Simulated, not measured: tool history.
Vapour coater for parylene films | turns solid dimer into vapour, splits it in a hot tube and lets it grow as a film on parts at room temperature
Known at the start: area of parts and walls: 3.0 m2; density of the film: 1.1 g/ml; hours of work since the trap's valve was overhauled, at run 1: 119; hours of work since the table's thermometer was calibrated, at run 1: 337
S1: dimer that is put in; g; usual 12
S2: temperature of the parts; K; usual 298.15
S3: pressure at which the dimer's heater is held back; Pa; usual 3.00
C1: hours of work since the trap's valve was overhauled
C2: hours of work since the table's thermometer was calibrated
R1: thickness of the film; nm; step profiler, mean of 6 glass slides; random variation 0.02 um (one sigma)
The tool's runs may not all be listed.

run     day  S1      S2    S3   C1   C2    R1
  1   0.000  12  298.15  3.00  119  337  2000
  2   0.433  12  298.15  2.34  124  342  2090
  3   1.054  12  298.15  2.34  131  348  2090
  4   1.742  12  298.15  3.00  138  356  2020
  5   2.342  12  298.15  3.00  145  362  1960
  6   3.150  12  298.15  3.00  154  371  1990
  7   3.817  12  298.15  3.00  161  379  1960
  8   4.433  12  298.15  3.00  168  385  1990
  9   4.783  12  298.15  3.00  172  389  1940
 10   5.338  14  298.15  3.00  178  395  2290
 11   6.138  14  298.15  3.00  186  404  2340
 12   6.588  20  298.15  3.00  191  409  3300
 13   7.042  20  298.15  3.00  196  414  3280
 14   7.742  20  298.15  3.00  204  422  3310
 15   8.429  20  298.15  3.00  211  429  3310
 16   9.121  20  298.15  3.00  219  437  3290
 17   9.538  20  296.15  3.00  224  441  3380
 18  10.133  12  291.15  3.00  230  448  2140
 19  10.921  12  291.15  3.00  239  456  2180
 20  11.392  12  298.15  3.00  244  461  1980
 21  11.838  12  298.15  3.00  249  466  1970
 22  12.479   7  295.15  6.10  256  473  1020
 23  13.058   7  303.15  3.31  262  480  1020

Run 24 comes next. What will it give?
 24  13.525   7  303.15  3.31  267  485   ?

R1: 1050 nm
Without the tool's hidden state the same run would have given R1 1080 nm.

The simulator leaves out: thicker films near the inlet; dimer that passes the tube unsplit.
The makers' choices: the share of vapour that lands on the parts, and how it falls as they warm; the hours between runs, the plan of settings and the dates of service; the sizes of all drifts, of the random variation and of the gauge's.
